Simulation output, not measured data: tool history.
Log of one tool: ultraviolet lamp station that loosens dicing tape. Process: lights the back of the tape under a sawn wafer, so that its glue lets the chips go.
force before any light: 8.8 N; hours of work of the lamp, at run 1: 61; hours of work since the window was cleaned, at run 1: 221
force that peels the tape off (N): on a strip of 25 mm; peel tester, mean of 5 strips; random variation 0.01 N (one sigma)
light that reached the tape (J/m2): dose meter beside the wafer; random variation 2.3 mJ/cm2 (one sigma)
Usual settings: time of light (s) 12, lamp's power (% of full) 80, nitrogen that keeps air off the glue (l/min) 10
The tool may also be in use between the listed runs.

run   hour  time of light (s)  lamp's power (% of full)  nitrogen that keeps air off the glue (l/min)  hours of work of the lamp  hours of work since the window was cleaned  force that peels the tape off (N)  light that reached the tape (J/m2)
  1    0.0                 12                        80                                            10                         61                                         221                              0.494                                2120
  2    8.1                  7                        80                                            10                         64                                         225                              1.421                                1240
  3   18.7                 12                        74                                            10                         68                                         229                              0.577                                1980
  4   27.1                 12                        80                                            10                         72                                         232                              0.491                                2090
  5   36.0                 12                        80                                            10                         75                                         236                              0.502                                2080
  6   49.5                 12                        62                                            10                         81                                         241                              0.853                                1600
  7   58.6                 10                        62                                            10                         85                                         245                              1.188                                1390
  8   66.8                 10                        62                                            10                         88                                         248                              1.239                                1350
  9   73.7                 10                        62                                            10                         91                                         251                              1.267                                1350
 10   79.9                 10                        62                                            10                         93                                         254                              1.215                                1320
 11   91.5                 10                        62                                            10                         98                                         258                              1.196                                1350
 12  101.6                 10                        62                                            10                        102                                         263                              1.225                                1340
 13  108.1                 12                        80                                            16                        105                                         265                              0.395                                2080
 14  118.5                 12                        80                                            16                        109                                         270                              0.405                                2050
 15  126.7                 12                        90                                            10                        112                                         273                              0.404                                2340
 16  132.7                 12                        90                                            10                        115                                         275                              0.420                                2280
     134.3  -- window cleaned of glue's vapour
 17  140.8                  7                        83                                            10                        118                                           3                              1.464                                1250
 18  153.2                 11                        64                                            13                        123                                           8                              0.868                                1470
 19  161.8                 12                        70                                            12                        127                                          11                              0.641                                1820
 20  168.5                 13                        79                                            10                        129                                          14                              0.484                                2160
 21  174.9                 12                        79                                            10                        132                                          17                              0.564                                1980
 22  187.7                 13                        99                                             5                        137                                          22                              0.493                                2720
 23  196.3                 13                        99                                             5                        141                                          25                              0.510                                2700
     206.6  -- window cleaned of glue's vapour, once more
 24  208.0                 12                        97                                            10                        145                                           1                              0.328                                2650

Forecast each of these 5 alternatives for the next run:
  A  214.0                 12                        80                                             6                        148                                           3                                  ?                                   ?
  B  214.0                 11                        84                                            16                        148                                           3                                  ?                                   ?
  C  214.0                 12                        97                                             7                        148                                           3                                  ?                                   ?
  D  214.0                  9                        80                                             4                        148                                           3                                  ?                                   ?
  E  214.0                 12                        93                                            13                        148                                           3                                  ?                                   ?

run  force that peels the tape off (N)  light that reached the tape (J/m2)
  A                              0.691                                2170
  B                              0.395                                2080
  C                              0.426                                2680
  D                              1.467                                1630
  E                              0.307                                2480
Without the tool's hidden state the same runs would have given:
run  force that peels the tape off (N)  light that reached the tape (J/m2)
  A                              0.640                                2250
  B                              0.368                                2160
  C                              0.396                                2780
  D                              1.378                                1690
  E                              0.289                                2580
